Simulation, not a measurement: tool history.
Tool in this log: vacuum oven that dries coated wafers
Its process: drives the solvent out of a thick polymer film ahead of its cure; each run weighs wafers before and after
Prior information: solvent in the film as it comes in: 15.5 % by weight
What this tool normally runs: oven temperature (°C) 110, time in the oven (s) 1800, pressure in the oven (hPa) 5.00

{"run": 1, "hour": 0.0, "oven temperature (°C)": 110, "time in the oven (s)": 1800, "pressure in the oven (hPa)": 5.0, "solvent left in the film (%)": 0.79}
{"run": 2, "hour": 28.7, "oven temperature (°C)": 110, "time in the oven (s)": 1800, "pressure in the oven (hPa)": 5.0, "solvent left in the film (%)": 0.9}
{"run": 3, "hour": 60.2, "oven temperature (°C)": 110, "time in the oven (s)": 1800, "pressure in the oven (hPa)": 5.0, "solvent left in the film (%)": 0.88}
{"run": 4, "hour": 76.5, "oven temperature (°C)": 110, "time in the oven (s)": 1800, "pressure in the oven (hPa)": 5.0, "solvent left in the film (%)": 0.85}
{"hour": 89.9, "done": "oven's thermocouples calibrated"}
{"run": 5, "hour": 107.6, "oven temperature (°C)": 110, "time in the oven (s)": 1800, "pressure in the oven (hPa)": 5.0, "solvent left in the film (%)": 0.72}
{"run": 6, "hour": 121.5, "oven temperature (°C)": 110, "time in the oven (s)": 1800, "pressure in the oven (hPa)": 5.0, "solvent left in the film (%)": 0.65}
{"run": 7, "hour": 137.2, "oven temperature (°C)": 110, "time in the oven (s)": 1800, "pressure in the oven (hPa)": 5.0, "solvent left in the film (%)": 0.75}
{"run": 8, "hour": 163.8, "oven temperature (°C)": 110, "time in the oven (s)": 1800, "pressure in the oven (hPa)": 5.0, "solvent left in the film (%)": 0.74}
{"run": 9, "hour": 184.2, "oven temperature (°C)": 110, "time in the oven (s)": 960, "pressure in the oven (hPa)": 5.0, "solvent left in the film (%)": 2.43}
{"run": 10, "hour": 214.1, "oven temperature (°C)": 110, "time in the oven (s)": 960, "pressure in the oven (hPa)": 5.0, "solvent left in the film (%)": 2.4}
{"run": 11, "hour": 240.2, "oven temperature (°C)": 110, "time in the oven (s)": 960, "pressure in the oven (hPa)": 5.0, "solvent left in the film (%)": 2.43}
{"run": 12, "hour": 255.6, "oven temperature (°C)": 110, "time in the oven (s)": 960, "pressure in the oven (hPa)": 5.0, "solvent left in the film (%)": 2.51}
{"run": 13, "hour": 284.2, "oven temperature (°C)": 109, "time in the oven (s)": 2820, "pressure in the oven (hPa)": 5.0, "solvent left in the film (%)": 0.42}
{"run": 14, "hour": 306.1, "oven temperature (°C)": 125, "time in the oven (s)": 1980, "pressure in the oven (hPa)": 5.27, "solvent left in the film (%)": 0.17}
{"run": 15, "hour": 326.7, "oven temperature (°C)": 97, "time in the oven (s)": 1200, "pressure in the oven (hPa)": 5.27, "solvent left in the film (%)": 4.1}
{"run": 16, "hour": 350.5, "oven temperature (°C)": 121, "time in the oven (s)": 1800, "pressure in the oven (hPa)": 8.39, "solvent left in the film (%)": 0.38}
{"run": 17, "hour": 382.6, "oven temperature (°C)": 118, "time in the oven (s)": 1200, "pressure in the oven (hPa)": 3.36, "solvent left in the film (%)": 0.79}
{"run": 18, "hour": 395.6, "oven temperature (°C)": 110, "time in the oven (s)": 2340, "pressure in the oven (hPa)": 5.0, "solvent left in the film (%)": 0.44}
{"run": 19, "hour": 424.9, "oven temperature (°C)": 110, "time in the oven (s)": 2340, "pressure in the oven (hPa)": 5.0, "solvent left in the film (%)": 0.44}
{"run": 20, "hour": 453.6, "oven temperature (°C)": 102, "time in the oven (s)": 1800, "pressure in the oven (hPa)": 6.52, "solvent left in the film (%)": 1.82}
{"run": 21, "hour": 467.7, "oven temperature (°C)": 102, "time in the oven (s)": 1380, "pressure in the oven (hPa)": 4.73, "solvent left in the film (%)": 2.59}
{"run": 22, "hour": 493.1, "oven temperature (°C)": 102, "time in the oven (s)": 1380, "pressure in the oven (hPa)": 4.73, "solvent left in the film (%)": 2.53}

Predict each of these 3 candidate next runs independently; none follows another, all start after run 22:
{"run": "A", "hour": 513.7, "oven temperature (°C)": 121, "time in the oven (s)": 1200, "pressure in the oven (hPa)": 3.05, "solvent left in the film (%)": "?"}
{"run": "B", "hour": 513.7, "oven temperature (°C)": 124, "time in the oven (s)": 900, "pressure in the oven (hPa)": 14.75, "solvent left in the film (%)": "?"}
{"run": "C", "hour": 513.7, "oven temperature (°C)": 102, "time in the oven (s)": 1920, "pressure in the oven (hPa)": 6.29, "solvent left in the film (%)": "?"}

run=A solvent_left_in_the_film_(%)=0.54
run=B solvent_left_in_the_film_(%)=1.04
run=C solvent_left_in_the_film_(%)=1.57
With no hidden state in the tool, these same runs would have given:
run=A solvent_left_in_the_film_(%)=0.40
run=B solvent_left_in_the_film_(%)=0.89
run=C solvent_left_in_the_film_(%)=1.31
